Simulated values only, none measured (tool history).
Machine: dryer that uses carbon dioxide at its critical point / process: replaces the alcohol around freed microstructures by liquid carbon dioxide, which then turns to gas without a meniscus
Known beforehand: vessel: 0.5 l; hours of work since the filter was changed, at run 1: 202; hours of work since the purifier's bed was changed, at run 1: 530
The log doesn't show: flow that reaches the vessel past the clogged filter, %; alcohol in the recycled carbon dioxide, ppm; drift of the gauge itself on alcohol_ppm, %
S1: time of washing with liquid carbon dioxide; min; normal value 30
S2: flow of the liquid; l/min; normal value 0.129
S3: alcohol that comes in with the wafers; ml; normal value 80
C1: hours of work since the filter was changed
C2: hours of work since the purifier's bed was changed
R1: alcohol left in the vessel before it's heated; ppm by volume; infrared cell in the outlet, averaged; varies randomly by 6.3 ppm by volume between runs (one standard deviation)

run,hour,S1,S2,S3,C1,C2,R1
1,0,30,0.129,80,202,530,430
2,38.1,44,0.129,80,225,553,138
3,64.4,44,0.129,80,241,569,134
4,99.4,30,0.129,62,261,590,379
5,133,30,0.098,80,282,610,1683
6,170.5,30,0.098,80,304,632,1765
7,211.4,30,0.098,80,328,657,1789
8,238.5,30,0.098,80,344,673,1811
9,260.8,22,0.129,80,358,686,2026
10,278.1,22,0.129,80,368,696,2014
11,318.8,22,0.129,80,392,721,2080
12,357.6,30,0.129,86,416,744,587
13,386.1,30,0.129,86,433,761,592
14,426.9,30,0.129,86,457,785,605
15,462.8,30,0.129,86,478,807,619
16,502.1,30,0.129,80,502,830,592
17,519.4,30,0.129,72,512,840,588
18,552.9,30,0.129,32,532,860,362
19,589.3,30,0.129,80,554,882,633
# hour 620.3: inlet filter changed
20,629.5,30,0.129,80,5,905,453
21,658.1,30,0.129,27,23,922,276
22,679.5,30,0.129,27,35,935,287
23,709.4,30,0.129,27,53,953,300
24,748,38,0.129,80,76,976,259
25,777,23,0.174,36,93,993,314
26,815.3,30,0.082,20,116,1016,979
27,838.2,30,0.082,20,130,1030,1020
28,864.9,30,0.082,102,146,1046,4300
29,898.6,30,0.09,75,166,1066,2264
30,940.3,48,0.126,40,191,1091,223
31,974.8,48,0.126,40,211,1111,230
32,1003.2,48,0.126,40,228,1128,224
33,1034.9,48,0.126,40,247,1147,240
34,1072,30,0.129,34,269,1169,386
35,1094.1,30,0.129,34,283,1183,389
36,1126.5,23,0.079,22,302,1202,2884
37,1162,34,0.1,26,323,1223,495
38,1182.7,34,0.1,26,336,1235,508
39,1207.9,27,0.16,80,351,1251,401
40,1246.8,30,0.088,80,374,1274,3029
41,1279.3,30,0.088,80,393,1293,3054
42,1302.1,30,0.088,80,407,1307,3062
43,1335.4,45,0.088,30,427,1327,410
44,1366.1,30,0.129,72,445,1345,636
45,1384.2,21,0.107,54,456,1356,3752
46,1406.1,30,0.169,80,469,1369,333
47,1441.2,35,0.134,80,490,1390,410
48,1464.7,31,0.129,102,504,1404,744

Entry by entry between the runs, the difference in hidden state between the last listed run before and the first listed run after:
After run 19, before run 20: inlet filter changed (hour 620.3)
  flow that reaches the vessel past the clogged filter, %: 90.8 -> 99.8; alcohol in the recycled carbon dioxide, ppm: 182.3 -> 187.1
  measured minus no-state result, R1: +379 -> +190 ppm by volume
